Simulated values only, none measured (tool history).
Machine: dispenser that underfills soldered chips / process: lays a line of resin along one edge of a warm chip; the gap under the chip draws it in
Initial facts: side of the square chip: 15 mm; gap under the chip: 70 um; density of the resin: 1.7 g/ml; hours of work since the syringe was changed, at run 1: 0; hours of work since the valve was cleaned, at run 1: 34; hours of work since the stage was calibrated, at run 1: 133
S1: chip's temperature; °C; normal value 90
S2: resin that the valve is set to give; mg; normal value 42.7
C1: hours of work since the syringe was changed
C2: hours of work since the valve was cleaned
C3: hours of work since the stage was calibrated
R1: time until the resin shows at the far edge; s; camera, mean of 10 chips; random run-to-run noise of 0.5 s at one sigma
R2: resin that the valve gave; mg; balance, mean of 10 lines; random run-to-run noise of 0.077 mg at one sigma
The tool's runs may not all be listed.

{"run": 1, "day": 0.0, "S1": 90, "S2": 42.7, "C1": 0, "C2": 34, "C3": 133, "R1": 38.4, "R2": 41.54}
{"run": 2, "day": 0.288, "S1": 90, "S2": 42.7, "C1": 5, "C2": 39, "C3": 137, "R1": 59.7, "R2": 41.28}
{"day": 0.421, "done": "new syringe of resin"}
{"run": 3, "day": 0.575, "S1": 98, "S2": 42.7, "C1": 3, "C2": 44, "C3": 142, "R1": 37, "R2": 41.21}
{"day": 0.862, "done": "new syringe of resin"}
{"day": 0.975, "done": "dispensing valve cleaned and set on the balance"}
{"run": 4, "day": 0.975, "S1": 93, "S2": 42.7, "C1": 1, "C2": 0, "C3": 148, "R1": 39.2, "R2": 42.87}
{"run": 5, "day": 1.279, "S1": 93, "S2": 42.7, "C1": 6, "C2": 5, "C3": 153, "R1": 61.5, "R2": 42.53}
{"day": 1.325, "done": "new syringe of resin"}
{"run": 6, "day": 1.575, "S1": 93, "S2": 43.8, "C1": 4, "C2": 10, "C3": 157, "R1": 50.3, "R2": 43.67}
{"day": 1.738, "done": "new syringe of resin"}
{"run": 7, "day": 1.888, "S1": 90, "S2": 42.7, "C1": 2, "C2": 15, "C3": 162, "R1": 49, "R2": 42.31}
{"run": 8, "day": 2.096, "S1": 90, "S2": 42.7, "C1": 6, "C2": 18, "C3": 166, "R1": 65.4, "R2": 42.32}
{"day": 2.171, "done": "new syringe of resin"}
{"run": 9, "day": 2.483, "S1": 90, "S2": 42.7, "C1": 5, "C2": 24, "C3": 172, "R1": 60.2, "R2": 41.94}
{"day": 2.612, "done": "new syringe of resin"}
{"run": 10, "day": 2.733, "S1": 90, "S2": 42.7, "C1": 2, "C2": 28, "C3": 176, "R1": 45.8, "R2": 41.92}
{"day": 3.025, "done": "new syringe of resin"}
{"run": 11, "day": 3.083, "S1": 88, "S2": 43.4, "C1": 1, "C2": 34, "C3": 181, "R1": 46.2, "R2": 42.24}
{"day": 3.433, "done": "new syringe of resin"}
{"run": 12, "day": 3.45, "S1": 88, "S2": 43.4, "C1": 0, "C2": 40, "C3": 187, "R1": 42.5, "R2": 42.05}
{"run": 13, "day": 3.738, "S1": 90, "S2": 55.4, "C1": 5, "C2": 44, "C3": 192, "R1": 60, "R2": 53.65}
{"day": 3.862, "done": "new syringe of resin"}
{"run": 14, "day": 3.958, "S1": 90, "S2": 55.4, "C1": 2, "C2": 48, "C3": 195, "R1": 44.4, "R2": 53.5}
{"day": 4.104, "done": "dispensing valve cleaned and set on the balance"}
{"run": 15, "day": 4.292, "S1": 102, "S2": 52, "C1": 6, "C2": 3, "C3": 200, "R1": 45.5, "R2": 51.87}

Each row is a separate what-if for the run after 15, all from the same tool condition, not one after another. Results?
{"day": 4.325, "done": "new syringe of resin"}
{"run": "A", "day": 4.517, "S1": 90, "S2": 53.8, "C1": 3, "C2": 7, "C3": 204, "R1": "?", "R2": "?"}
{"day": 4.325, "done": "new syringe of resin"}
{"run": "B", "day": 4.517, "S1": 101, "S2": 49.3, "C1": 3, "C2": 7, "C3": 204, "R1": "?", "R2": "?"}
{"day": 4.325, "done": "new syringe of resin"}
{"run": "C", "day": 4.517, "S1": 90, "S2": 54.8, "C1": 3, "C2": 7, "C3": 204, "R1": "?", "R2": "?"}
{"day": 4.325, "done": "new syringe of resin"}
{"run": "D", "day": 4.517, "S1": 81, "S2": 44.7, "C1": 3, "C2": 7, "C3": 204, "R1": "?", "R2": "?"}

run=A R1=49.9 R2=53.65
run=B R1=35.5 R2=49.24
run=C R1=49.6 R2=54.44
run=D R1=67.6 R2=44.43
What these runs would have given with no unlogged condition in the tool:
run=A R1=39.3 R2=53.87
run=B R1=28 R2=49.44
run=C R1=39.2 R2=54.65
run=D R1=53.3 R2=44.61
